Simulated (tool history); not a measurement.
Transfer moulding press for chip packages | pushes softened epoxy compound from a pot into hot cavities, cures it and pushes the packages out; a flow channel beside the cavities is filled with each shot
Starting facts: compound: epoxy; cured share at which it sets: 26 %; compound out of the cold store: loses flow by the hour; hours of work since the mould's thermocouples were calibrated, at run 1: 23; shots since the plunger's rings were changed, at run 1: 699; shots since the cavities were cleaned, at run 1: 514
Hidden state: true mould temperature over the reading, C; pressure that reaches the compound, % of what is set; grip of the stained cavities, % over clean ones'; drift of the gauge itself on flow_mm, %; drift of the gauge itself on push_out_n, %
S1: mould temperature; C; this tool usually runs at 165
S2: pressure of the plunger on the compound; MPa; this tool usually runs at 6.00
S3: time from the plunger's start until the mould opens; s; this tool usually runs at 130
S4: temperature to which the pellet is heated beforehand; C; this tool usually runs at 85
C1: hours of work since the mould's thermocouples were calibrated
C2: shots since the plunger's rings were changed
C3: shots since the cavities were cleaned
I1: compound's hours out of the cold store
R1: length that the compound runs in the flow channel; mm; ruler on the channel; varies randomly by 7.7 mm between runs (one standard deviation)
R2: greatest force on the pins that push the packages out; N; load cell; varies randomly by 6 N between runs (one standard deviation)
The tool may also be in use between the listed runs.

{"run": 1, "hour": 0.0, "S1": 165, "S2": 6.0, "S3": 130, "S4": 85, "C1": 23, "C2": 699, "C3": 514, "I1": 45.1, "R1": 826, "R2": 415}
{"hour": 29.7, "done": "cavities cleaned with cleaning compound and waxed"}
{"run": 2, "hour": 60.9, "S1": 165, "S2": 6.0, "S3": 130, "S4": 86, "C1": 59, "C2": 1218, "C3": 273, "I1": 21.1, "R1": 932, "R2": 542}
{"run": 3, "hour": 102.1, "S1": 165, "S2": 6.0, "S3": 130, "S4": 79, "C1": 84, "C2": 1578, "C3": 633, "I1": 20.7, "R1": 927, "R2": 501}
{"hour": 120.0, "done": "cavities cleaned with cleaning compound and waxed"}
{"hour": 125.7, "done": "cavities cleaned with cleaning compound and waxed, once more"}
{"run": 4, "hour": 156.6, "S1": 165, "S2": 6.0, "S3": 130, "S4": 79, "C1": 115, "C2": 2027, "C3": 270, "I1": 44.6, "R1": 807, "R2": 381}
{"run": 5, "hour": 183.8, "S1": 165, "S2": 6.0, "S3": 130, "S4": 79, "C1": 132, "C2": 2265, "C3": 508, "I1": 11.3, "R1": 955, "R2": 442}
{"hour": 211.8, "done": "cavities cleaned with cleaning compound and waxed"}
{"run": 6, "hour": 220.3, "S1": 158, "S2": 6.0, "S3": 130, "S4": 85, "C1": 153, "C2": 2570, "C3": 74, "I1": 24.9, "R1": 941, "R2": 409}
{"run": 7, "hour": 257.6, "S1": 158, "S2": 6.0, "S3": 130, "S4": 85, "C1": 175, "C2": 2896, "C3": 400, "I1": 28.7, "R1": 903, "R2": 603}
{"run": 8, "hour": 289.0, "S1": 158, "S2": 6.0, "S3": 130, "S4": 85, "C1": 194, "C2": 3170, "C3": 674, "I1": 26.7, "R1": 907, "R2": 707}
{"hour": 298.9, "done": "cavities cleaned with cleaning compound and waxed"}
{"run": 9, "hour": 322.0, "S1": 165, "S2": 6.0, "S3": 130, "S4": 85, "C1": 214, "C2": 3444, "C3": 201, "I1": 19.7, "R1": 906, "R2": 361}
{"run": 10, "hour": 357.3, "S1": 163, "S2": 6.0, "S3": 130, "S4": 85, "C1": 235, "C2": 3753, "C3": 510, "I1": 46.6, "R1": 799, "R2": 469}
{"hour": 386.1, "done": "cavities cleaned with cleaning compound and waxed"}
{"run": 11, "hour": 386.1, "S1": 163, "S2": 6.0, "S3": 130, "S4": 85, "C1": 251, "C2": 3991, "C3": 0, "I1": 37.2, "R1": 816, "R2": 246}
{"run": 12, "hour": 414.6, "S1": 165, "S2": 6.0, "S3": 130, "S4": 84, "C1": 269, "C2": 4240, "C3": 249, "I1": 16.8, "R1": 911, "R2": 372}
{"run": 13, "hour": 467.7, "S1": 163, "S2": 6.0, "S3": 130, "S4": 85, "C1": 301, "C2": 4704, "C3": 713, "I1": 44.2, "R1": 776, "R2": 506}
{"hour": 472.1, "done": "cavities cleaned with cleaning compound and waxed"}
{"run": 14, "hour": 502.0, "S1": 166, "S2": 6.0, "S3": 130, "S4": 85, "C1": 321, "C2": 4990, "C3": 261, "I1": 19.4, "R1": 897, "R2": 360}
{"run": 15, "hour": 540.6, "S1": 161, "S2": 5.66, "S3": 116, "S4": 79, "C1": 344, "C2": 5327, "C3": 598, "I1": 11.8, "R1": 926, "R2": 754}
{"hour": 561.8, "done": "cavities cleaned with cleaning compound and waxed"}
{"hour": 576.0, "done": "plunger's sealing rings changed"}
{"run": 16, "hour": 585.2, "S1": 164, "S2": 6.0, "S3": 117, "S4": 85, "C1": 369, "C2": 80, "C3": 182, "I1": 34.5, "R1": 883, "R2": 392}
{"run": 17, "hour": 632.3, "S1": 164, "S2": 6.0, "S3": 117, "S4": 85, "C1": 397, "C2": 492, "C3": 594, "I1": 25.6, "R1": 919, "R2": 564}
{"hour": 650.5, "done": "cavities cleaned with cleaning compound and waxed"}
{"run": 18, "hour": 694.3, "S1": 164, "S2": 6.0, "S3": 164, "S4": 85, "C1": 434, "C2": 1020, "C3": 383, "I1": 28.0, "R1": 906, "R2": 374}
{"hour": 739.0, "done": "cavities cleaned with cleaning compound and waxed"}
{"run": 19, "hour": 757.7, "S1": 165, "S2": 6.0, "S3": 141, "S4": 78, "C1": 471, "C2": 1560, "C3": 163, "I1": 38.4, "R1": 861, "R2": 322}
{"run": 20, "hour": 800.0, "S1": 165, "S2": 6.0, "S3": 141, "S4": 78, "C1": 497, "C2": 1929, "C3": 532, "I1": 40.2, "R1": 840, "R2": 419}
{"hour": 825.4, "done": "cavities cleaned with cleaning compound and waxed"}
{"run": 21, "hour": 846.8, "S1": 165, "S2": 7.31, "S3": 116, "S4": 90, "C1": 525, "C2": 2324, "C3": 186, "I1": 39.0, "R1": 931, "R2": 392}
{"hour": 867.5, "done": "mould's thermocouples calibrated"}
{"run": 22, "hour": 902.1, "S1": 171, "S2": 6.0, "S3": 159, "S4": 77, "C1": 21, "C2": 2790, "C3": 652, "I1": 37.8, "R1": 813, "R2": 406}
{"hour": 918.8, "done": "cavities cleaned with cleaning compound and waxed"}
{"run": 23, "hour": 939.6, "S1": 165, "S2": 7.09, "S3": 130, "S4": 93, "C1": 43, "C2": 3104, "C3": 182, "I1": 24.8, "R1": 958, "R2": 318}
{"run": 24, "hour": 991.9, "S1": 165, "S2": 6.0, "S3": 137, "S4": 89, "C1": 74, "C2": 3561, "C3": 639, "I1": 41.8, "R1": 812, "R2": 426}
{"hour": 1008.9, "done": "cavities cleaned with cleaning compound and waxed"}
{"run": 25, "hour": 1026.1, "S1": 158, "S2": 6.63, "S3": 111, "S4": 89, "C1": 94, "C2": 3846, "C3": 150, "I1": 18.4, "R1": 979, "R2": 697}
{"run": 26, "hour": 1083.2, "S1": 162, "S2": 6.63, "S3": 127, "S4": 89, "C1": 129, "C2": 4345, "C3": 649, "I1": 34.5, "R1": 888, "R2": 534}
{"hour": 1095.6, "done": "cavities cleaned with cleaning compound and waxed"}
{"run": 27, "hour": 1122.1, "S1": 168, "S2": 5.78, "S3": 147, "S4": 85, "C1": 151, "C2": 4671, "C3": 231, "I1": 32.9, "R1": 816, "R2": 329}
{"hour": 1184.6, "done": "cavities cleaned with cleaning compound and waxed"}
{"run": 28, "hour": 1185.3, "S1": 162, "S2": 6.8, "S3": 146, "S4": 81, "C1": 189, "C2": 5209, "C3": 6, "I1": 26.9, "R1": 935, "R2": 233}

Predict each of these 4 candidate next runs independently; none follows another, all start after run 28:
{"run": "A", "hour": 1220.1, "S1": 159, "S2": 6.52, "S3": 129, "S4": 85, "C1": 210, "C2": 5514, "C3": 311, "I1": 29.3, "R1": "?", "R2": "?"}
{"run": "B", "hour": 1220.1, "S1": 159, "S2": 5.82, "S3": 130, "S4": 85, "C1": 210, "C2": 5514, "C3": 311, "I1": 44.7, "R1": "?", "R2": "?"}
{"run": "C", "hour": 1220.1, "S1": 167, "S2": 6.0, "S3": 130, "S4": 83, "C1": 210, "C2": 5514, "C3": 311, "I1": 36.6, "R1": "?", "R2": "?"}
{"run": "D", "hour": 1220.1, "S1": 165, "S2": 4.98, "S3": 130, "S4": 84, "C1": 210, "C2": 5514, "C3": 311, "I1": 44.1, "R1": "?", "R2": "?"}

run=A R1=904 R2=549
run=B R1=799 R2=497
run=C R1=798 R2=355
run=D R1=709 R2=398
Without the tool's hidden state the same runs would have given:
run=A R1=976 R2=318
run=B R1=863 R2=288
run=C R1=863 R2=206
run=D R1=766 R2=238
